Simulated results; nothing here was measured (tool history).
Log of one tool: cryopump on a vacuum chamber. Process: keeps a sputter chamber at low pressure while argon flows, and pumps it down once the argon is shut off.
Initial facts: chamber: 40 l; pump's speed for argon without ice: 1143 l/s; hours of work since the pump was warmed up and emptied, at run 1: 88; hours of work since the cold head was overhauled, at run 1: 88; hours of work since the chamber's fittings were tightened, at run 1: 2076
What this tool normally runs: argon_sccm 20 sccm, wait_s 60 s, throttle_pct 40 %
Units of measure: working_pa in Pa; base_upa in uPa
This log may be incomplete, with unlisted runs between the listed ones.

run	day	argon_sccm	wait_s	throttle_pct	hours of work since the pump was warmed up and emptied	hours of work since the cold head was overhauled	hours of work since the chamber's fittings were tightened	working_pa	base_upa
1	0.000	20	60	40	88	88	2076	0.0745	2.24
2	1.050	9	60	40	106	106	2095	0.0336	2.26
3	2.088	22	60	40	125	125	2113	0.0836	2.28
4	2.775	22	60	40	138	138	2126	0.0825	2.23
5	3.808	9	60	40	156	156	2144	0.0332	2.22
6	4.288	20	60	40	165	165	2153	0.0751	2.26
7	4.933	20	67	40	176	176	2165	0.0752	2.15
8	5.954	20	67	40	195	195	2183	0.0753	2.15
9	6.492	20	67	16	205	205	2193	0.1867	2.17
10	7.008	20	67	16	214	214	2202	0.1852	2.11
11	7.862	20	60	40	229	229	2217	0.0758	2.23
12	8.867	20	60	40	247	247	2236	0.0755	2.27
13	9.429	11	60	40	258	258	2246	0.0413	2.25
14	9.946	20	227	40	267	267	2255	0.0748	1.26
15	10.708	20	60	40	281	281	2269	0.0744	2.32
16	11.721	20	60	40	299	299	2287	0.0745	2.31
17	12.646	20	60	22	316	316	2304	0.1349	2.30
18	13.254	20	60	22	326	326	2315	0.1361	2.36
# day 13.821: leaking fittings of the chamber tightened, without venting
19	14.075	15	106	18	340	340	5	0.1246	1.15
20	15.212	15	106	18	360	360	25	0.1233	1.10
21	15.696	15	106	18	369	369	34	0.1251	1.16
22	16.508	26	60	40	384	384	48	0.0980	1.73
23	17.500	16	44	34	402	402	66	0.0700	2.24
24	18.483	29	284	26	419	419	84	0.1672	0.63
25	19.304	29	32	26	434	434	99	0.1673	2.96
26	19.888	15	193	26	445	445	109	0.0863	0.74
27	21.017	15	193	26	465	465	130	0.0878	0.77
28	22.117	34	193	49	485	485	150	0.1056	0.79
29	22.871	21	237	60	498	498	163	0.0541	0.71
30	23.362	21	237	60	507	507	172	0.0540	0.71
31	24.325	10	40	40	525	525	189	0.0380	2.49
32	24.883	10	40	40	535	535	199	0.0377	2.54
33	25.925	10	40	40	553	553	218	0.0381	2.38
34	26.462	16	40	15	563	563	228	0.1592	2.48
35	27.454	10	32	38	581	581	246	0.0402	3.09

Hidden state at the last listed run before each entry between runs and at the first one after, where it differs:
Logged between run 18 and run 19: leaking fittings of the chamber tightened, without venting (day 13.821)
  pump's speed, % of a pump's without ice: 96 -> 95.9; cold plate's temperature, K: 12.29 -> 12.3; leak into the chamber, uPa l/s: 980 -> 337
  measured result minus the result with no hidden state, working_pa: +0.0014 -> +0.0011 Pa; base_upa: +0.66 -> +0.05 uPa

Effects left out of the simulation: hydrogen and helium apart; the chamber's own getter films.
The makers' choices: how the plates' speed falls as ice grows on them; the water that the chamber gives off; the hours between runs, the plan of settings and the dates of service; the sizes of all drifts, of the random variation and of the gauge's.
